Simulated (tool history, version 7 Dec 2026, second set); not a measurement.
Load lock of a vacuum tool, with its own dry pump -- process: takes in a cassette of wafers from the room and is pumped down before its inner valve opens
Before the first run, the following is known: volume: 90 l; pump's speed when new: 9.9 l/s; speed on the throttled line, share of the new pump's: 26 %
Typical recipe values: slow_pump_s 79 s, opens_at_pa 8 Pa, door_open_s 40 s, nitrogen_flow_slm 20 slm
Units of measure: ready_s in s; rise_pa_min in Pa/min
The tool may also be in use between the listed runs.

run	hour	slow_pump_s	opens_at_pa	door_open_s	nitrogen_flow_slm	incoming humidity of the room's air, %	ready_s	rise_pa_min
1	0	79	8	40	20	47.2	151.9	0.323
2	274.5	79	8	40	20	46.3	152	0.332
3	660.4	79	8	40	20	43.6	153.2	0.347
4	1146.5	79	8	40	20	47.3	154.4	0.359
5	1499.1	79	8	40	20	46.9	154.7	0.364
6	1854.1	79	8	40	20	43.6	154.8	0.379
7	2319.7	79	8	40	20	48.1	155.6	0.013
8	2697.1	79	8	40	20	47.3	155.8	0.023
9	3136.9	42	8	40	19	44.9	133.3	0.024
10	3430.1	42	15	40	4	48.6	125.2	0.043
11	3675.5	79	8	40	17	44.3	158.6	0.027
12	4128	95	8	37	14	46.9	168.7	0.031
13	4668	86	10	90	28	45.1	164.9	0.047
14	5062.5	61	14	40	9	43.4	142.2	0.046
15	5549.7	90	13	66	12	45.4	163.5	0.058
16	5812.3	152	6	210	6	44.2	201.5	0.119

Taken out of this log: 2 entries between the listed runs. Where each belongs, and how the hidden state differs across it:
Run 6 -> run 7: door's seal changed, seat wiped (hour 2032.5)
  pump's speed, % of a new pump's: 85.9 -> 84.9; leak at the door's seal, Pa l/s: 0.5405 -> 0.0037
  measured less the result without the state, ready_s: +10.7 -> +11.7 s; rise_pa_min: +0.363 -> +0.002 Pa/min
Run 15 -> run 16: dry pump taken out, an overhauled one fitted (hour 5762.8)
  pump's speed, % of a new pump's: 78.7 -> 99.9; leak at the door's seal, Pa l/s: 0.0427 -> 0.0463
  measured less the result without the state, ready_s: +15.8 -> +0 s; rise_pa_min: +0.027 -> +0.029 Pa/min

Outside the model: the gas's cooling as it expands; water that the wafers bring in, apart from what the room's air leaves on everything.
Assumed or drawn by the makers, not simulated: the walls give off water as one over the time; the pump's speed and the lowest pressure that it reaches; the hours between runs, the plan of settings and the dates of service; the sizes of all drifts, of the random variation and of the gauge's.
